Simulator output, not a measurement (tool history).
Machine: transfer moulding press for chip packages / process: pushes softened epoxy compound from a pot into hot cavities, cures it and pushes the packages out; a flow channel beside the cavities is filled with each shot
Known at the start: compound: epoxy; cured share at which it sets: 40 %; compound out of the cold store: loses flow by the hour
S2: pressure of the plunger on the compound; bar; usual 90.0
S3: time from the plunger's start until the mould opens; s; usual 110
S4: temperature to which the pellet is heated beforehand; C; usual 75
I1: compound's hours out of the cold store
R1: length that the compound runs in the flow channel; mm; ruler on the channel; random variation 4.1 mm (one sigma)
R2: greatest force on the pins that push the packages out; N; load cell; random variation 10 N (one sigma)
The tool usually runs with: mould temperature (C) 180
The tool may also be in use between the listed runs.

run 1 hour=0.0 | mould_temperature_(C)=180 S2=90.0 S3=110 S4=75 | I1=20.2 | R1=610 R2=446
run 2 hour=13.8 | mould_temperature_(C)=180 S2=90.0 S3=110 S4=75 | I1=37.7 | R1=555 R2=493
run 3 hour=28.1 | mould_temperature_(C)=180 S2=90.0 S3=110 S4=75 | I1=15.3 | R1=614 R2=556
-- hour=37.7 cavities cleaned with cleaning compound and waxed
run 4 hour=41.5 | mould_temperature_(C)=180 S2=90.0 S3=110 S4=75 | I1=12.0 | R1=624 R2=455
run 5 hour=59.4 | mould_temperature_(C)=180 S2=90.0 S3=110 S4=75 | I1=14.6 | R1=610 R2=551
-- hour=75.7 cavities cleaned with cleaning compound and waxed
run 6 hour=81.2 | mould_temperature_(C)=180 S2=90.0 S3=110 S4=75 | I1=27.6 | R1=575 R2=470
run 7 hour=103.7 | mould_temperature_(C)=180 S2=90.0 S3=110 S4=75 | I1=31.7 | R1=559 R2=530
-- hour=113.9 cavities cleaned with cleaning compound and waxed
run 8 hour=120.2 | mould_temperature_(C)=180 S2=90.0 S3=142 S4=75 | I1=22.7 | R1=582 R2=451
run 9 hour=135.5 | mould_temperature_(C)=180 S2=90.0 S3=142 S4=75 | I1=27.1 | R1=573 R2=453
-- hour=153.2 cavities cleaned with cleaning compound and waxed
run 10 hour=153.5 | mould_temperature_(C)=180 S2=90.0 S3=142 S4=75 | I1=12.8 | R1=610 R2=396
run 11 hour=164.6 | mould_temperature_(C)=182 S2=90.0 S3=110 S4=75 | I1=44.5 | R1=516 R2=488
run 12 hour=180.4 | mould_temperature_(C)=182 S2=90.0 S3=110 S4=75 | I1=34.8 | R1=544 R2=523
-- hour=191.9 cavities cleaned with cleaning compound and waxed
run 13 hour=203.1 | mould_temperature_(C)=180 S2=90.0 S3=110 S4=77 | I1=10.9 | R1=620 R2=496
run 14 hour=213.8 | mould_temperature_(C)=180 S2=84.8 S3=110 S4=75 | I1=30.5 | R1=534 R2=503
-- hour=222.3 plunger's sealing rings changed
-- hour=232.9 cavities cleaned with cleaning compound and waxed
run 15 hour=236.3 | mould_temperature_(C)=180 S2=84.8 S3=110 S4=75 | I1=13.2 | R1=628 R2=465
run 16 hour=248.5 | mould_temperature_(C)=179 S2=90.7 S3=91 S4=82 | I1=38.1 | R1=569 R2=658
-- hour=251.6 mould's thermocouples calibrated
run 17 hour=269.8 | mould_temperature_(C)=179 S2=90.7 S3=91 S4=82 | I1=32.0 | R1=584 R2=748
-- hour=273.6 cavities cleaned with cleaning compound and waxed
run 18 hour=289.3 | mould_temperature_(C)=188 S2=90.7 S3=91 S4=67 | I1=42.6 | R1=540 R2=483
run 19 hour=305.8 | mould_temperature_(C)=180 S2=90.0 S3=110 S4=70 | I1=35.9 | R1=565 R2=535
-- hour=313.3 cavities cleaned with cleaning compound and waxed
-- hour=321.0 mould's thermocouples calibrated, once more
run 20 hour=334.5 | mould_temperature_(C)=180 S2=90.0 S3=110 S4=70 | I1=26.8 | R1=590 R2=510
-- hour=354.2 cavities cleaned with cleaning compound and waxed
run 21 hour=361.6 | mould_temperature_(C)=180 S2=85.8 S3=94 S4=66 | I1=44.8 | R1=532 R2=610
run 22 hour=380.5 | mould_temperature_(C)=179 S2=90.0 S3=98 S4=75 | I1=43.2 | R1=541 R2=661
-- hour=392.4 cavities cleaned with cleaning compound and waxed
run 23 hour=401.5 | mould_temperature_(C)=185 S2=99.7 S3=103 S4=68 | I1=33.1 | R1=584 R2=455
run 24 hour=427.6 | mould_temperature_(C)=183 S2=90.0 S3=105 S4=75 | I1=20.5 | R1=595 R2=526
-- hour=430.2 cavities cleaned with cleaning compound and waxed
run 25 hour=453.5 | mould_temperature_(C)=183 S2=90.0 S3=104 S4=67 | I1=37.3 | R1=552 R2=517
-- hour=469.4 cavities cleaned with cleaning compound and waxed
run 26 hour=473.8 | mould_temperature_(C)=183 S2=90.0 S3=104 S4=67 | I1=9.8 | R1=631 R2=450
run 27 hour=492.2 | mould_temperature_(C)=183 S2=90.0 S3=98 S4=69 | I1=47.4 | R1=513 R2=514
-- hour=508.3 cavities cleaned with cleaning compound and waxed
run 28 hour=511.9 | mould_temperature_(C)=174 S2=77.2 S3=119 S4=73 | I1=37.4 | R1=525 R2=543

Below are 4 alternative next runs, each starting from the tool's condition after run 28. Predict each:
run A hour=535.9 | mould_temperature_(C)=180 S2=84.0 S3=106 S4=72 | I1=45.1 | R1=? R2=?
run B hour=535.9 | mould_temperature_(C)=185 S2=90.0 S3=110 S4=74 | I1=20.4 | R1=? R2=?
run C hour=535.9 | mould_temperature_(C)=180 S2=90.0 S3=91 S4=71 | I1=29.4 | R1=? R2=?
run D hour=535.9 | mould_temperature_(C)=173 S2=90.0 S3=100 S4=75 | I1=34.4 | R1=? R2=?

run=A R1=508 R2=543
run=B R1=584 R2=482
run=C R1=570 R2=737
run=D R1=572 R2=963
Take away the tool's hidden state, keep each run's random variation, and the runs would have read:
run=A R1=531 R2=459
run=B R1=610 R2=401
run=C R1=596 R2=638
run=D R1=598 R2=836
